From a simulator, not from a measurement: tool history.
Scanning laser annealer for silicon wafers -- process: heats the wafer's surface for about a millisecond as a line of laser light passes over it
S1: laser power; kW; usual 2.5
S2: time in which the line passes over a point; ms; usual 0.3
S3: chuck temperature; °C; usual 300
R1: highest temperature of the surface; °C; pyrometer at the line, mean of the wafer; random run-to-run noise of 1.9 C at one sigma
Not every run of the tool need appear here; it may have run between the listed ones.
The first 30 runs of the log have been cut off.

run	day	S1	S2	S3	R1
31	24.604	2.155	0.277	280	904
32	25.221	2.5	0.3	267	1042
33	25.912	2.5	0.3	267	1046
34	26.862	2.348	0.373	267	1089
35	27.504	2.378	0.366	316	1133
36	28.358	2.5	0.3	338	1110
37	29.471	2.5	0.308	277	1060
38	29.971	2.5	0.308	277	1061
39	30.538	2.69	0.272	313	1104
40	31.6	2.293	0.305	300	1002

Below are 5 alternative next runs, each starting from the tool's condition after run 40. Predict each:
A	32.304	2.293	0.274	285	?
B	32.304	2.331	0.3	300	?
C	32.304	2.5	0.243	300	?
D	32.304	2.293	0.305	322	?
E	32.304	2.259	0.365	300	?

run	R1
A	942
B	1010
C	976
D	1023
E	1063
With the hidden condition removed and each run's random variation left untouched, the same runs would have given:
run	R1
A	978
B	1049
C	1014
D	1062
E	1105

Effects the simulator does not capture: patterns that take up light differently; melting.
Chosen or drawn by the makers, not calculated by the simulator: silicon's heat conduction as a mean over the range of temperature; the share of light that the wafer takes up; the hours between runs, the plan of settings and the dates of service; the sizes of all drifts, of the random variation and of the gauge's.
